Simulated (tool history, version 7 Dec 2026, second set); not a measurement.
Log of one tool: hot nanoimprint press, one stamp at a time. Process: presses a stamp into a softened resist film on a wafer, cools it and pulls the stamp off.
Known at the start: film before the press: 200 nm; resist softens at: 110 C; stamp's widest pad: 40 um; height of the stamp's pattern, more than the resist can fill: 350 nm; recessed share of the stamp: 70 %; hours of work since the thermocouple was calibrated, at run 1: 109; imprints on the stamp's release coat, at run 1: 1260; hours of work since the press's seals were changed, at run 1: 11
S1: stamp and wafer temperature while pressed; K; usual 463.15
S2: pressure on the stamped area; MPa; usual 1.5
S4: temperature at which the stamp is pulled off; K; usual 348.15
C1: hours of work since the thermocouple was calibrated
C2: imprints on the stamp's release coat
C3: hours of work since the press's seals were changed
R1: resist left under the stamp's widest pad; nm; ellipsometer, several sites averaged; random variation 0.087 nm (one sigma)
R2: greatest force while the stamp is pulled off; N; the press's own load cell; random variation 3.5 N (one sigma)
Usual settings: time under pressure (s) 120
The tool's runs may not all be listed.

Run 1, day 0: usual settings; C1 109; C2 1260; C3 11. Result: R1 85.69 nm, R2 237 N.
At day 1.804: stamp cleaned and given a new release coat.
Run 2, day 2.062: usual settings; C1 142; C2 29; C3 45. Result: R1 85.4 nm, R2 236 N.
Run 3, day 4.046: usual settings but S1 454.15 K; C1 179; C2 254; C3 81. Result: R1 110.57 nm, R2 236 N.
Run 4, day 6.604: usual settings; C1 226; C2 543; C3 129. Result: R1 85.57 nm, R2 237 N.
Run 5, day 10.142: usual settings; C1 292; C2 942; C3 194. Result: R1 85.39 nm, R2 241 N.
Run 6, day 13.458: usual settings; C1 353; C2 1317; C3 255. Result: R1 85.5 nm, R2 241 N.
At day 14.592: stamp cleaned and given a new release coat.
Run 7, day 15.458: usual settings; C1 385; C2 98; C3 288. Result: R1 85.22 nm, R2 234 N.
Run 8, day 19.229: usual settings but S1 455.15 K; C1 455; C2 524; C3 358. Result: R1 107.13 nm, R2 238 N.
Run 9, day 21.025: usual settings but S1 455.15 K; C1 488; C2 726; C3 391. Result: R1 106.87 nm, R2 233 N.
Run 10, day 24.971: usual settings but S1 472.15 K; C1 561; C2 1172; C3 464. Result: R1 66.4 nm, R2 232 N.
At day 25.625: plate thermocouple calibrated.
At day 27.579: stamp cleaned and given a new release coat.
Run 11, day 28.375: usual settings but S4 354.15 K; C1 46; C2 90; C3 520. Result: R1 84.89 nm, R2 217 N.
Run 12, day 31.483: usual settings but S4 354.15 K; C1 104; C2 441; C3 577. Result: R1 84.79 nm, R2 217 N.
Run 13, day 34.433: usual settings but S4 354.15 K; C1 158; C2 774; C3 632. Result: R1 84.73 nm, R2 217 N.
At day 36.321: press's hydraulic seals changed and the load cell set to zero.
Run 14, day 38.488: usual settings; C1 227; C2 1195; C3 40. Result: R1 84.7 nm, R2 242 N.
At day 40.679: stamp cleaned and given a new release coat.
Run 15, day 40.679: usual settings; C1 263; C2 0; C3 76. Result: R1 84.58 nm, R2 233 N.
Run 16, day 44.504: usual settings but time under pressure (s) 159, S4 341.15 K; C1 334; C2 432; C3 147. Result: R1 76.76 nm, R2 255 N.
Run 17, day 47.2: usual settings but S1 452.15 K, S2 1.43 MPa, time under pressure (s) 211, S4 341.15 K; C1 384; C2 736; C3 197. Result: R1 100.15 nm, R2 255 N.
Run 18, day 49.154: usual settings but S1 452.15 K, S2 1.43 MPa, time under pressure (s) 211, S4 341.15 K; C1 420; C2 957; C3 233. Result: R1 99.81 nm, R2 258 N.
Run 19, day 52.662: usual settings but time under pressure (s) 139, S4 350.15 K; C1 485; C2 1354; C3 298. Result: R1 80.33 nm, R2 219 N.
At day 53.504: stamp cleaned and given a new release coat.
Run 20, day 55.217: usual settings but time under pressure (s) 139, S4 350.15 K; C1 527; C2 193; C3 340. Result: R1 80.04 nm, R2 229 N.
At day 57.667: plate thermocouple calibrated.
Run 21, day 57.667: usual settings but S1 455.15 K, S2 0.91 MPa, S4 337.15 K; C1 0; C2 456; C3 383. Result: R1 133.54 nm, R2 270 N.
Run 22, day 59.908: usual settings but S1 464.15 K, time under pressure (s) 63; C1 41; C2 709; C3 425. Result: R1 100.59 nm, R2 235 N.
Run 23, day 63.738: usual settings but S1 464.15 K, time under pressure (s) 203, S4 339.15 K; C1 112; C2 1142; C3 496. Result: R1 68.08 nm, R2 265 N.
At day 66.421: stamp cleaned and given a new release coat.
Run 24, day 67.85: usual settings but S1 464.15 K, time under pressure (s) 203, S4 339.15 K; C1 184; C2 161; C3 567. Result: R1 68.11 nm, R2 267 N.
Run 25, day 70.654: usual settings but S1 462.15 K, S2 1.07 MPa; C1 236; C2 478; C3 619. Result: R1 103.5 nm, R2 228 N.
Run 26, day 72.646: usual settings but S1 455.15 K, S2 2.13 MPa, time under pressure (s) 115, S4 341.15 K; C1 272; C2 703; C3 656. Result: R1 88.17 nm, R2 255 N.
At day 73.308: press's hydraulic seals changed and the load cell set to zero.
Run 27, day 76.729: usual settings but S1 456.15 K, S2 1.05 MPa, time under pressure (s) 114, S4 338.15 K; C1 342; C2 1127; C3 63. Result: R1 123.37 nm, R2 265 N.
Run 28, day 78.488: usual settings but S1 456.15 K, S2 1.05 MPa, time under pressure (s) 114, S4 338.15 K; C1 374; C2 1326; C3 96. Result: R1 123.08 nm, R2 261 N.

How the hidden state differs across the entries between the runs, from the last listed run before each to the first after it:
Between runs 1 and 2: stamp cleaned and given a new release coat (day 1.804)
  grip of the stamp's worn release coat, % over a new coat's: 0.4 -> 0; drift of the gauge itself on residual_nm, %: 0 -> -0.06
  measured less the result without the state, R1: +0 -> -0.06 nm
Between runs 6 and 7: stamp cleaned and given a new release coat (day 14.592)
  grip of the stamp's worn release coat, % over a new coat's: 0.5 -> 0; drift of the gauge itself on residual_nm, %: -0.45 -> -0.51
  measured less the result without the state, R1: -0.41 -> -0.46 nm
Between runs 10 and 11: plate thermocouple calibrated (day 25.625); stamp cleaned and given a new release coat (day 27.579)
  true temperature over the reading, C: 0.02 -> 0; grip of the stamp's worn release coat, % over a new coat's: 0.4 -> 0; drift of the gauge itself on residual_nm, %: -0.84 -> -0.94
  measured less the result without the state, R1: -0.59 -> -0.8 nm
Between runs 13 and 14: press's hydraulic seals changed and the load cell set to zero (day 36.321)
  true temperature over the reading, C: 0 -> 0.01; pressure that arrives at the usual setting, %: 99.98 -> 100.01; grip of the stamp's worn release coat, % over a new coat's: 0.3 -> 0.4; drift of the gauge itself on residual_nm, %: -1.15 -> -1.27
  measured less the result without the state, R1: -0.98 -> -1.11 nm
Between runs 14 and 15: stamp cleaned and given a new release coat (day 40.679)
  grip of the stamp's worn release coat, % over a new coat's: 0.4 -> 0; drift of the gauge itself on residual_nm, %: -1.27 -> -1.34
  measured less the result without the state, R1: -1.11 -> -1.18 nm
Between runs 19 and 20: stamp cleaned and given a new release coat (day 53.504)
  true temperature over the reading, C: 0.01 -> 0.02; grip of the stamp's worn release coat, % over a new coat's: 0.5 -> 0.1; drift of the gauge itself on residual_nm, %: -1.75 -> -1.83
  measured less the result without the state, R1: -1.47 -> -1.53 nm
Between runs 20 and 21: plate thermocouple calibrated (day 57.667)
  true temperature over the reading, C: 0.02 -> 0; grip of the stamp's worn release coat, % over a new coat's: 0.1 -> 0.2; drift of the gauge itself on residual_nm, %: -1.83 -> -1.91
  measured less the result without the state, R1: -1.53 -> -2.59 nm
Between runs 23 and 24: stamp cleaned and given a new release coat (day 66.421)
  grip of the stamp's worn release coat, % over a new coat's: 0.4 -> 0.1; drift of the gauge itself on residual_nm, %: -2.12 -> -2.25
  measured less the result without the state, R1: -1.48 -> -1.57 nm
Between runs 26 and 27: press's hydraulic seals changed and the load cell set to zero (day 73.308)
  pressure that arrives at the usual setting, %: 99.99 -> 100.01; grip of the stamp's worn release coat, % over a new coat's: 0.2 -> 0.4; drift of the gauge itself on residual_nm, %: -2.41 -> -2.54
  measured less the result without the state, R1: -2.19 -> -3.25 nm

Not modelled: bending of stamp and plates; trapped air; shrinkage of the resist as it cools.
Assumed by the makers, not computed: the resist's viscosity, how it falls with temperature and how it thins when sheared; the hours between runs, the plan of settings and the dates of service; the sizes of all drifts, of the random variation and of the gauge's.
